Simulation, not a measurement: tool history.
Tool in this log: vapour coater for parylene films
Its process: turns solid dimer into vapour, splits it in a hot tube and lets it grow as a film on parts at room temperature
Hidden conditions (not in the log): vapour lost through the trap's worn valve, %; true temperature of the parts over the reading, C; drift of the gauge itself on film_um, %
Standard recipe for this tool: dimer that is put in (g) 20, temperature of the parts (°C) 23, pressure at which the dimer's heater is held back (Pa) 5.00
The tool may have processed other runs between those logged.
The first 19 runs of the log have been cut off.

run    hour  dimer that is put in (g)  temperature of the parts (°C)  pressure at which the dimer's heater is held back (Pa)  hours of work since the trap's valve was overhauled  hours of work since the table's thermometer was calibrated  thickness of the film (µm)
 20   686.6                        20                             23                                                    5.00                                                   85                                                         991                        8.77
 21   725.5                        20                             23                                                    5.00                                                  115                                                        1021                        8.73
 22   758.9                        20                             23                                                    5.00                                                  141                                                        1047                        8.71
 23   805.0                        11                             25                                                    9.28                                                  177                                                        1083                        4.38
 24   827.8                        11                             25                                                    9.28                                                  195                                                        1101                        4.25
 25   850.6                        20                             23                                                    8.07                                                  213                                                        1119                        8.40
 26   901.0                         8                             25                                                    2.34                                                  252                                                        1158                        3.29
 27   947.8                         9                             18                                                    3.83                                                  289                                                        1195                        4.63
 28   990.2                        20                             33                                                   10.68                                                  322                                                        1228                        5.63
 29  1040.8                        14                             33                                                   10.68                                                  361                                                        1267                        3.91
 30  1070.7                        14                             30                                                    2.92                                                  385                                                        1290                        4.72
 31  1096.7                        14                             27                                                    6.22                                                  405                                                        1311                        5.02
 32  1139.6                        16                             23                                                    9.48                                                  438                                                        1344                        6.34
 33  1166.6                        13                             23                                                    3.00                                                  459                                                        1365                        5.51
 34  1190.0                        28                             23                                                    5.69                                                  478                                                        1384                       11.39
 35  1217.4                        28                             23                                                    5.69                                                  499                                                        1405                       11.57
 36  1240.8                        28                             23                                                    5.69                                                  517                                                        1423                       11.24
     1264.1  -- trap's valve overhauled
 37  1286.7                        16                             34                                                    6.08                                                   18                                                        1456                        4.78
 38  1313.7                        16                             34                                                    6.08                                                   39                                                        1477                        4.81
 39  1348.7                        21                             23                                                    5.00                                                   66                                                        1504                        9.44
 40  1386.4                        22                             23                                                   10.69                                                   95                                                        1534                        9.24
 41  1427.7                        27                             21                                                    5.00                                                  128                                                        1566                       12.70
 42  1471.9                        27                             26                                                    5.93                                                  162                                                        1600                       10.67
 43  1510.3                        11                             33                                                    2.76                                                  192                                                        1630                        3.46
 44  1559.0                        32                             31                                                    8.31                                                  230                                                        1668                       10.18

Consider 5 possible next runs. They are alternatives, not a sequence: every one starts from the tool as it was left by run 44. What does each give?
  A  1591.9                        20                             23                                                    9.37                                                  256                                                        1694                           ?
  B  1591.9                        14                             23                                                    4.17                                                  256                                                        1694                           ?
  C  1591.9                        25                             16                                                    2.25                                                  256                                                        1694                           ?
  D  1591.9                        20                             23                                                    6.63                                                  256                                                        1694                           ?
  E  1591.9                        20                             32                                                    3.27                                                  256                                                        1694                           ?

run  thickness of the film (µm)
  A                        8.49
  B                        6.05
  C                       14.27
  D                        8.55
  E                        6.37
With the hidden condition removed and each run's random variation left untouched, the same runs would have given:
run  thickness of the film (µm)
  A                        8.60
  B                        6.12
  C                       14.44
  D                        8.66
  E                        6.44

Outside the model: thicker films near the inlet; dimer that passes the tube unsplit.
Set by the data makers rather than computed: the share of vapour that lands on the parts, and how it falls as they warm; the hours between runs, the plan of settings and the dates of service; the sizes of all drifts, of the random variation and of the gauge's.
